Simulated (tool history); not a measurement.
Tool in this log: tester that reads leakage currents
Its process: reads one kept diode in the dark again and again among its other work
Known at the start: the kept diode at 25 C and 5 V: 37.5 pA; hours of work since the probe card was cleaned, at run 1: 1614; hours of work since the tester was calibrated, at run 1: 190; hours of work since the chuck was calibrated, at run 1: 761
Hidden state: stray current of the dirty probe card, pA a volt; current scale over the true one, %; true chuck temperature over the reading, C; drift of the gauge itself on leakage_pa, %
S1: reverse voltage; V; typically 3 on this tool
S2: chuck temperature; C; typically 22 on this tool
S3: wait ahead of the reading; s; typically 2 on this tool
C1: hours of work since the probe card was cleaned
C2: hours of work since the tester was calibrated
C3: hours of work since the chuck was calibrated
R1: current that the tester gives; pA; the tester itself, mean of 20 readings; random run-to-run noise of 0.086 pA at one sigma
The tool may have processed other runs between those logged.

run,day,S1,S2,S3,C1,C2,C3,R1
1,0,3,22,2,1614,190,761,26.38
# day 2.054: probe card cleaned and baked
2,2.717,3,22,2,9,224,796,27.52
3,5.038,3,31,2,40,255,827,54.69
4,7.304,3,31,2,70,286,857,54.7
5,11.654,3,31,2,128,344,915,55.22
6,15.742,3,22,0.37,183,398,970,28.14
7,19.929,3,22,2,239,454,1026,27.94
# day 23.392: probe card cleaned and baked, once more
8,25.042,3,22,2,22,521,1093,24.91
9,28.967,3,22,2,75,574,1145,25.11
10,33.596,3,22,2,136,635,1207,25.55
11,37.158,3,22,2,184,683,1255,25.45
12,40.621,3,22,2,230,729,1301,25.55
13,45.033,1.59,26,0.56,289,788,1360,26.87
# day 47.804: chuck's temperature calibrated
14,48.054,1.59,22,1.6,329,828,3,17.45
15,50.208,1.59,22,1.6,357,857,32,17.41
16,54.3,8.77,22,1.13,412,911,87,39.42
17,57.346,8.77,22,1.13,453,952,128,39.78
18,61.575,11.78,48,0.43,509,1009,184,344.43
19,64.058,1.45,22,2.54,543,1042,217,17.07
20,68.775,3,24,2,606,1105,280,28.37
21,72.129,3,24,2,651,1150,325,28.48
22,74.488,3,24,2,682,1181,357,28.68
23,76.625,3,24,2,711,1210,385,28.76

Consider 4 possible next runs. They are alternatives, not a sequence: every one starts from the tool as it was left by run 23. What does each give?
A,81.604,3,37,4,777,1276,452,?
B,81.604,5.34,30,3.06,777,1276,452,?
C,81.604,3,24,2.83,777,1276,452,?
D,81.604,17.16,47,2,777,1276,452,?

run,R1
A,81.72
B,61.62
C,28.89
D,384.28
Without the tool's unlogged condition, the same runs would have read:
run,R1
A,79.14
B,58.75
C,27.39
D,371.56

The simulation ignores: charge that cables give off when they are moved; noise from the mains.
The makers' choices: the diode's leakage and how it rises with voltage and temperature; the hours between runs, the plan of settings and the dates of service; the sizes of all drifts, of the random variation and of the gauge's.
